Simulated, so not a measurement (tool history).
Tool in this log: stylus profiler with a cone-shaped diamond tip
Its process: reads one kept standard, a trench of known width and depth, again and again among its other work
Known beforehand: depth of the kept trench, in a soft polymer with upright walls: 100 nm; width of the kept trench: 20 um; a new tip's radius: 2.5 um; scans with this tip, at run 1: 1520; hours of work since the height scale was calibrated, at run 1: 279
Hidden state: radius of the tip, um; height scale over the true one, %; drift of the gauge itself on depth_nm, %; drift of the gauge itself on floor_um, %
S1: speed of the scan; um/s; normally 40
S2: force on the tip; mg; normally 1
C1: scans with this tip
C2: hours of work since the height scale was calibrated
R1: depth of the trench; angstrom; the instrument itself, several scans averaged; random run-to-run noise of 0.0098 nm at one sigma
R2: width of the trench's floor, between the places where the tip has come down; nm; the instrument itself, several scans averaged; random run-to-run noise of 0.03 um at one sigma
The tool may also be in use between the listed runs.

Run 1, hour 0: usual settings; C1 1520; C2 279. Result: R1 1007.36 angstrom, R2 18450 nm.
Run 2, hour 16.9: usual settings but S2 2.44 mg; C1 1576; C2 289. Result: R1 1013.81 angstrom, R2 18520 nm.
Run 3, hour 29: usual settings but S2 2.44 mg; C1 1616; C2 297. Result: R1 1013.61 angstrom, R2 18480 nm.
Run 4, hour 43.5: usual settings but S2 2.44 mg; C1 1663; C2 305. Result: R1 1013.77 angstrom, R2 18470 nm.
Run 5, hour 63: usual settings; C1 1728; C2 317. Result: R1 1007.51 angstrom, R2 18400 nm.
Run 6, hour 77.9: usual settings; C1 1777; C2 326. Result: R1 1007.8 angstrom, R2 18460 nm.
Run 7, hour 90: usual settings; C1 1817; C2 334. Result: R1 1007.65 angstrom, R2 18430 nm.
Run 8, hour 99.5: usual settings; C1 1848; C2 339. Result: R1 1007.5 angstrom, R2 18420 nm.
Run 9, hour 115.1: usual settings; C1 1900; C2 349. Result: R1 1007.66 angstrom, R2 18440 nm.
Run 10, hour 133.8: usual settings; C1 1962; C2 360. Result: R1 1007.47 angstrom, R2 18370 nm.
Run 11, hour 142.8: usual settings but S1 11 um/s; C1 1991; C2 366. Result: R1 1007.76 angstrom, R2 18610 nm.
Run 12, hour 154.4: usual settings but S1 11 um/s, S2 2.31 mg; C1 2030; C2 373. Result: R1 1013.32 angstrom, R2 18590 nm.
Run 13, hour 164.5: usual settings but S1 11 um/s, S2 2.31 mg; C1 2063; C2 379. Result: R1 1013.19 angstrom, R2 18530 nm.
Run 14, hour 176: usual settings but S1 62 um/s, S2 2.31 mg; C1 2101; C2 386. Result: R1 1013.37 angstrom, R2 18390 nm.
Run 15, hour 188.2: usual settings but S2 0.47 mg; C1 2141; C2 393. Result: R1 1004.75 angstrom, R2 18350 nm.
Run 16, hour 197.1: usual settings but S1 25 um/s, S2 0.47 mg; C1 2170; C2 399. Result: R1 1004.56 angstrom, R2 18460 nm.
Run 17, hour 211.3: usual settings; C1 2217; C2 407. Result: R1 1007.6 angstrom, R2 18380 nm.
Run 18, hour 223.9: usual settings but S1 18 um/s; C1 2259; C2 415. Result: R1 1007.61 angstrom, R2 18530 nm.
Run 19, hour 239.4: usual settings but S1 18 um/s; C1 2310; C2 424. Result: R1 1007.6 angstrom, R2 18510 nm.
Run 20, hour 250.4: usual settings but S1 18 um/s; C1 2346; C2 431. Result: R1 1007.51 angstrom, R2 18540 nm.
Run 21, hour 261: usual settings but S1 18 um/s; C1 2381; C2 437. Result: R1 1007.5 angstrom, R2 18480 nm.
Run 22, hour 269.8: usual settings but S1 18 um/s; C1 2410; C2 443. Result: R1 1007.71 angstrom, R2 18540 nm.
Run 23, hour 281.2: usual settings but S1 76 um/s; C1 2448; C2 450. Result: R1 1007.61 angstrom, R2 18230 nm.
Run 24, hour 295.9: usual settings but S1 76 um/s; C1 2496; C2 458. Result: R1 1007.57 angstrom, R2 18290 nm.
Run 25, hour 313.1: usual settings; C1 2553; C2 469. Result: R1 1007.6 angstrom, R2 18460 nm.
Run 26, hour 329.7: usual settings but S1 80 um/s, S2 0.41 mg; C1 2608; C2 479. Result: R1 1004.09 angstrom, R2 18080 nm.
Run 27, hour 339.8: usual settings but S1 159 um/s, S2 0.51 mg; C1 2641; C2 485. Result: R1 1004.92 angstrom, R2 17660 nm.
Run 28, hour 358.9: usual settings but S1 70 um/s, S2 0.47 mg; C1 2704; C2 497. Result: R1 1004.49 angstrom, R2 18170 nm.
Run 29, hour 378.1: usual settings but S1 70 um/s, S2 0.47 mg; C1 2768; C2 508. Result: R1 1004.62 angstrom, R2 18220 nm.
Run 30, hour 395: usual settings but S1 76 um/s, S2 1.16 mg; C1 2823; C2 518. Result: R1 1008.44 angstrom, R2 18290 nm.

Run 31 has not been measured yet. What should we expect?
Run 31, hour 414.1: usual settings but S1 91 um/s, S2 0.34 mg; C1 2887; C2 530. Result: R1 ?, R2 ?.

For run 31 the tool returned R1 1003.73 angstrom, R2 17930 nm.
Minus the tool's unlogged condition, the same run would have read R1 1003.72 angstrom, R2 17940 nm.
